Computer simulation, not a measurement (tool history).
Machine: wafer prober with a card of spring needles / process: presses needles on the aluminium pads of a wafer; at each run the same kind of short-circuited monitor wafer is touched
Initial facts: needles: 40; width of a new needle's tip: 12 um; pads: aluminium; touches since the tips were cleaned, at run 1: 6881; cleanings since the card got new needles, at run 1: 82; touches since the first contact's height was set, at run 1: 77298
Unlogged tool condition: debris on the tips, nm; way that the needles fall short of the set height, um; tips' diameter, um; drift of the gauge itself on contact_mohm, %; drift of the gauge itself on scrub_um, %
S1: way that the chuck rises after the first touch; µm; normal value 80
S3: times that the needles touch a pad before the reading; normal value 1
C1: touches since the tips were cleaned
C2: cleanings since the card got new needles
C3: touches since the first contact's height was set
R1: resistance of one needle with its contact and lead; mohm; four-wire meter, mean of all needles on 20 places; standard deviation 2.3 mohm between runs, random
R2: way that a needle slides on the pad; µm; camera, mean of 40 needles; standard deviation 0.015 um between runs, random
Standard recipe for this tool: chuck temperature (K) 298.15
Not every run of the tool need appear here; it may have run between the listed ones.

Run 1, hour 0: usual settings; C1 6881; C2 82; C3 77298. Result: R1 403 mohm, R2 11.41 µm.
At hour 2.9: tips cleaned on abrasive film.
At hour 17.2: tips cleaned on abrasive film.
At hour 29.6: tips cleaned on abrasive film.
Run 2, hour 35.2: usual settings; C1 3428; C2 85; C3 98652. Result: R1 346 mohm, R2 11.41 µm.
At hour 42.8: tips cleaned on abrasive film.
Run 3, hour 53.4: usual settings but S1 67 µm; C1 6535; C2 86; C3 109737. Result: R1 449 mohm, R2 9.51 µm.
At hour 56.4: tips cleaned on abrasive film.
At hour 68.1: height of the first contact set anew.
At hour 69.6: tips cleaned on abrasive film.
Run 4, hour 69.6: usual settings but S1 60 µm; C1 0; C2 88; C3 863. Result: R1 290 mohm, R2 8.6 µm.
At hour 82.1: tips cleaned on abrasive film.
Run 5, hour 89: usual settings but S1 60 µm; C1 4256; C2 89; C3 12647. Result: R1 457 mohm, R2 8.62 µm.
At hour 96: tips cleaned on abrasive film.
At hour 108.7: tips cleaned on abrasive film.
At hour 120.7: tips cleaned on abrasive film.
Run 6, hour 121.1: usual settings; C1 252; C2 92; C3 32092. Result: R1 279 mohm, R2 11.44 µm.
At hour 133.5: tips cleaned on abrasive film.
At hour 145.8: tips cleaned on abrasive film.
At hour 157.6: tips cleaned on abrasive film.
Run 7, hour 157.6: usual settings; C1 0; C2 95; C3 54194. Result: R1 273 mohm, R2 11.43 µm.
At hour 171.2: tips cleaned on abrasive film.
At hour 184.2: tips cleaned on abrasive film.
Run 8, hour 186.7: usual settings; C1 1532; C2 97; C3 71882. Result: R1 315 mohm, R2 11.44 µm.
At hour 198.2: tips cleaned on abrasive film.
Run 9, hour 204.4: usual settings; C1 3795; C2 98; C3 82656. Result: R1 367 mohm, R2 11.4 µm.
At hour 210.3: tips cleaned on abrasive film.
At hour 223: tips cleaned on abrasive film.
Run 10, hour 232.5: usual settings; C1 5772; C2 100; C3 99691. Result: R1 392 mohm, R2 11.37 µm.
At hour 237.4: tips cleaned on abrasive film.
At hour 249.2: tips cleaned on abrasive film.
At hour 262.2: tips cleaned on abrasive film.
At hour 262.5: height of the first contact set anew.
Run 11, hour 262.8: usual settings; C1 123; C2 103; C3 123. Result: R1 274 mohm, R2 11.48 µm.
At hour 275.6: tips cleaned on abrasive film.
Run 12, hour 286.6: usual settings but S1 66 µm; C1 6681; C2 104; C3 14629. Result: R1 457 mohm, R2 9.48 µm.
At hour 289.5: tips cleaned on abrasive film.
At hour 302.5: tips cleaned on abrasive film.
At hour 315.7: tips cleaned on abrasive film.
Run 13, hour 319.2: usual settings but S1 66 µm; C1 2154; C2 107; C3 34381. Result: R1 357 mohm, R2 9.46 µm.
At hour 329.7: tips cleaned on abrasive film.
At hour 342.9: tips cleaned on abrasive film.
Run 14, hour 353.6: usual settings but S1 66 µm; C1 6546; C2 109; C3 55285. Result: R1 465 mohm, R2 9.42 µm.
At hour 356.5: tips cleaned on abrasive film.
At hour 369.5: tips cleaned on abrasive film.
Run 15, hour 369.5: usual settings but S1 66 µm; C1 0; C2 111; C3 64941. Result: R1 284 mohm, R2 9.4 µm.
At hour 383.5: tips cleaned on abrasive film.
At hour 396.5: tips cleaned on abrasive film.
Run 16, hour 396.5: usual settings but S1 66 µm; C1 0; C2 113; C3 81303. Result: R1 284 mohm, R2 9.39 µm.
At hour 409.1: tips cleaned on abrasive film.
At hour 422.2: tips cleaned on abrasive film.
Run 17, hour 426.2: usual settings but S1 66 µm; C1 2395; C2 115; C3 99314. Result: R1 394 mohm, R2 9.37 µm.
At hour 434.9: tips cleaned on abrasive film.
At hour 449: tips cleaned on abrasive film.
Run 18, hour 451.5: usual settings but S1 66 µm; C1 1524; C2 117; C3 114699. Result: R1 351 mohm, R2 9.41 µm.
At hour 456.7: height of the first contact set anew.
At hour 461.3: tips cleaned on abrasive film.
At hour 472.9: tips cleaned on abrasive film.
Run 19, hour 480.1: usual settings but S1 66 µm, chuck temperature (K) 322.15; C1 4385; C2 119; C3 14210. Result: R1 437 mohm, R2 9.46 µm.
At hour 486.9: tips cleaned on abrasive film.
At hour 499.9: tips cleaned on abrasive film.
Run 20, hour 501.7: usual settings but S1 66 µm, chuck temperature (K) 322.15; C1 1097; C2 121; C3 27304. Result: R1 336 mohm, R2 9.43 µm.
At hour 512.9: tips cleaned on abrasive film.
At hour 524.7: tips cleaned on abrasive film.
Run 21, hour 527.8: usual settings but S1 95 µm, chuck temperature (K) 340.15, S3 2; C1 1918; C2 123; C3 43138. Result: R1 301 mohm, R2 13.62 µm.
At hour 538.3: tips cleaned on abrasive film.
At hour 550.5: tips cleaned on abrasive film.
Run 22, hour 550.7: usual settings but S1 95 µm, chuck temperature (K) 299.15; C1 127; C2 125; C3 57033. Result: R1 274 mohm, R2 13.59 µm.
At hour 562.4: tips cleaned on abrasive film.
At hour 574.5: tips cleaned on abrasive film.
Run 23, hour 582.3: usual settings but S1 95 µm, chuck temperature (K) 299.15; C1 4740; C2 127; C3 76189. Result: R1 351 mohm, R2 13.55 µm.
At hour 587.6: tips cleaned on abrasive film.
Run 24, hour 598.5: usual settings but S1 99 µm, chuck temperature (K) 327.15, S3 2; C1 6671; C2 128; C3 86064. Result: R1 326 mohm, R2 14.15 µm.
At hour 600.8: tips cleaned on abrasive film.
At hour 613.3: tips cleaned on abrasive film.
Run 25, hour 616: usual settings but S1 94 µm, S3 2; C1 1629; C2 130; C3 96626. Result: R1 287 mohm, R2 13.41 µm.
At hour 627.3: tips cleaned on abrasive film.
At hour 639.7: tips cleaned on abrasive film.
Run 26, hour 646: usual settings but S1 94 µm, S3 2; C1 3834; C2 132; C3 114828. Result: R1 317 mohm, R2 13.37 µm.
At hour 651.9: tips cleaned on abrasive film.
At hour 652.2: height of the first contact set anew.
At hour 664.6: tips cleaned on abrasive film.
Run 27, hour 667.4: usual settings but S1 94 µm, S3 2; C1 1710; C2 134; C3 9270. Result: R1 296 mohm, R2 13.51 µm.
At hour 678.1: tips cleaned on abrasive film.
Run 28, hour 682.9: usual settings but S1 94 µm, S3 2; C1 2909; C2 135; C3 18666. Result: R1 304 mohm, R2 13.48 µm.
At hour 689.9: tips cleaned on abrasive film.
At hour 702.8: tips cleaned on abrasive film.
Run 29, hour 705.3: usual settings but S1 94 µm, S3 2; C1 1527; C2 137; C3 32271. Result: R1 287 mohm, R2 13.48 µm.

Same runs, no hidden state in the tool, same run-to-run variation:
run   R1     R2
  1  260  11.49
  2  257  11.52
  3  255   9.63
  4  263   8.61
  5  261   8.64
  6  259  11.49
  7  262  11.51
  8  260  11.54
  9  257   11.5
 10  261  11.49
 11  255  11.48
 12  259   9.48
 13  263   9.49
 14  259   9.47
 15  259   9.47
 16  262   9.47
 17  263   9.47
 18  261   9.53
 19  265   9.48
 20  271   9.47
 21  270  13.67
 22  259  13.67
 23  258  13.64
 24  266  14.26
 25  259  13.52
 26  259   13.5
 27  260  13.52
 28  257   13.5
 29  260  13.52

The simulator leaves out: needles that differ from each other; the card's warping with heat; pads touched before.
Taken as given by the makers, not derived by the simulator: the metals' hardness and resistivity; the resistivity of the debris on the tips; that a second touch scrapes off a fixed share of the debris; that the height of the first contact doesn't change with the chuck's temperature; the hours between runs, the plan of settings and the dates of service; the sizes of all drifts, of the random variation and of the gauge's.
